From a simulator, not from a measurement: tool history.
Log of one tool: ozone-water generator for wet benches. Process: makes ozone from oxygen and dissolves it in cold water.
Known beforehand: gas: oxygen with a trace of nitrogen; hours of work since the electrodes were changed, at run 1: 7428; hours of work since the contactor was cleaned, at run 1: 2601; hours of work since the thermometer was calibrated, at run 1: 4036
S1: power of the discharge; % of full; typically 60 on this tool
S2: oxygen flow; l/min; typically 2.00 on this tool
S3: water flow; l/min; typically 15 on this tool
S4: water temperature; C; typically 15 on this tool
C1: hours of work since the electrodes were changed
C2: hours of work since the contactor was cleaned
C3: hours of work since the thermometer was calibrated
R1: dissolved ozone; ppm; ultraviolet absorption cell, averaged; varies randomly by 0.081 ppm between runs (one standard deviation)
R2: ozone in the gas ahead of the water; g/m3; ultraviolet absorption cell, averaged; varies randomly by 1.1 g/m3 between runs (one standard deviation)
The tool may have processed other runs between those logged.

Run 1, hour 0.0: usual settings; C1 7428; C2 2601; C3 4036. Result: R1 14.20 ppm, R2 213.7 g/m3.
Run 2, hour 205.7: usual settings but S4 9 C; C1 7603; C2 2776; C3 4211. Result: R1 14.94 ppm, R2 212.4 g/m3.
Run 3, hour 304.6: usual settings but S3 19 l/min; C1 7688; C2 2861; C3 4296. Result: R1 11.27 ppm, R2 212.2 g/m3.
Run 4, hour 510.9: usual settings; C1 7863; C2 3036; C3 4471. Result: R1 14.29 ppm, R2 212.1 g/m3.
Run 5, hour 733.5: usual settings; C1 8053; C2 3226; C3 4661. Result: R1 14.23 ppm, R2 212.9 g/m3.
Run 6, hour 874.2: usual settings but S3 12 l/min; C1 8173; C2 3346; C3 4781. Result: R1 17.71 ppm, R2 213.6 g/m3.
Run 7, hour 1048.0: usual settings but S3 12 l/min; C1 8321; C2 3494; C3 4929. Result: R1 17.73 ppm, R2 212.9 g/m3.
Run 8, hour 1282.3: usual settings but S1 49 % of full, S3 12 l/min; C1 8521; C2 3694; C3 5129. Result: R1 15.51 ppm, R2 185.8 g/m3.
Run 9, hour 1385.1: usual settings but S1 49 % of full, S3 12 l/min; C1 8608; C2 3781; C3 5216. Result: R1 15.69 ppm, R2 189.5 g/m3.
Run 10, hour 1577.6: usual settings but S1 85 % of full; C1 8772; C2 3945; C3 5380. Result: R1 17.80 ppm, R2 263.5 g/m3.
Run 11, hour 1789.1: usual settings but S1 85 % of full; C1 8953; C2 4126; C3 5561. Result: R1 18.00 ppm, R2 264.0 g/m3.
At hour 1866.7: water thermometer calibrated.
Run 12, hour 2004.4: usual settings but S1 85 % of full; C1 9136; C2 4309; C3 117. Result: R1 18.05 ppm, R2 265.0 g/m3.
Run 13, hour 2129.9: usual settings but S1 85 % of full; C1 9243; C2 4416; C3 224. Result: R1 17.75 ppm, R2 264.0 g/m3.
Run 14, hour 2296.1: usual settings but S3 16 l/min; C1 9384; C2 4557; C3 366. Result: R1 13.51 ppm, R2 213.0 g/m3.
Run 15, hour 2403.0: usual settings but S1 40 % of full, S2 1.02 l/min; C1 9475; C2 4648; C3 457. Result: R1 9.78 ppm, R2 248.9 g/m3.
Run 16, hour 2640.0: usual settings but S1 40 % of full, S2 1.02 l/min; C1 9677; C2 4850; C3 659. Result: R1 9.99 ppm, R2 248.5 g/m3.
Run 17, hour 2863.0: usual settings but S1 42 % of full, S2 1.71 l/min, S3 20 l/min, S4 13 C; C1 9867; C2 5040; C3 849. Result: R1 8.63 ppm, R2 187.6 g/m3.
Run 18, hour 3045.0: usual settings but S1 42 % of full, S2 1.71 l/min, S3 20 l/min, S4 13 C; C1 10022; C2 5195; C3 1004. Result: R1 8.46 ppm, R2 189.2 g/m3.
Run 19, hour 3269.6: usual settings but S1 42 % of full, S2 2.87 l/min, S3 20 l/min, S4 13 C; C1 10214; C2 5387; C3 1196. Result: R1 9.36 ppm, R2 137.5 g/m3.
Run 20, hour 3431.8: usual settings but S1 42 % of full, S2 2.87 l/min, S3 20 l/min, S4 13 C; C1 10352; C2 5525; C3 1334. Result: R1 9.31 ppm, R2 136.8 g/m3.
Run 21, hour 3629.2: usual settings but S1 42 % of full, S2 3.30 l/min, S3 19 l/min, S4 22 C; C1 10520; C2 5693; C3 1502. Result: R1 9.01 ppm, R2 126.2 g/m3.
Run 22, hour 3798.2: usual settings but S1 42 % of full, S2 3.30 l/min, S3 19 l/min, S4 22 C; C1 10664; C2 5837; C3 1646. Result: R1 9.05 ppm, R2 127.3 g/m3.
Run 23, hour 3932.8: usual settings but S1 49 % of full, S2 1.42 l/min, S3 19 l/min, S4 21 C; C1 10779; C2 5952; C3 1761. Result: R1 9.12 ppm, R2 229.6 g/m3.
Run 24, hour 4031.8: usual settings but S1 49 % of full, S2 1.42 l/min, S3 19 l/min, S4 21 C; C1 10863; C2 6036; C3 1845. Result: R1 9.18 ppm, R2 229.5 g/m3.
At hour 4099.2: contactor cleaned.
Run 25, hour 4201.2: usual settings but S2 1.51 l/min, S4 19 C; C1 11004; C2 87; C3 1986. Result: R1 13.63 ppm, R2 251.7 g/m3.

Here are 3 independent what-if runs from the current tool condition. What would each one return?
Run A, hour 4346.5: usual settings but S1 52 % of full, S2 1.51 l/min, S3 9 l/min, S4 7 C; C1 11128; C2 211; C3 2110. Result: R1 ?, R2 ?.
Run B, hour 4346.5: usual settings but S2 2.08 l/min, S3 16 l/min, S4 19 C; C1 11128; C2 211; C3 2110. Result: R1 ?, R2 ?.
Run C, hour 4346.5: usual settings but S2 2.17 l/min, S3 10 l/min, S4 19 C; C1 11128; C2 211; C3 2110. Result: R1 ?, R2 ?.

run     R1     R2
  A  22.62  230.7
  B  13.32  208.2
  C  20.28  204.2
Without the tool's unlogged condition, the same runs would have read:
run     R1     R2
  A  22.07  231.0
  B  12.99  208.5
  C  19.78  204.5
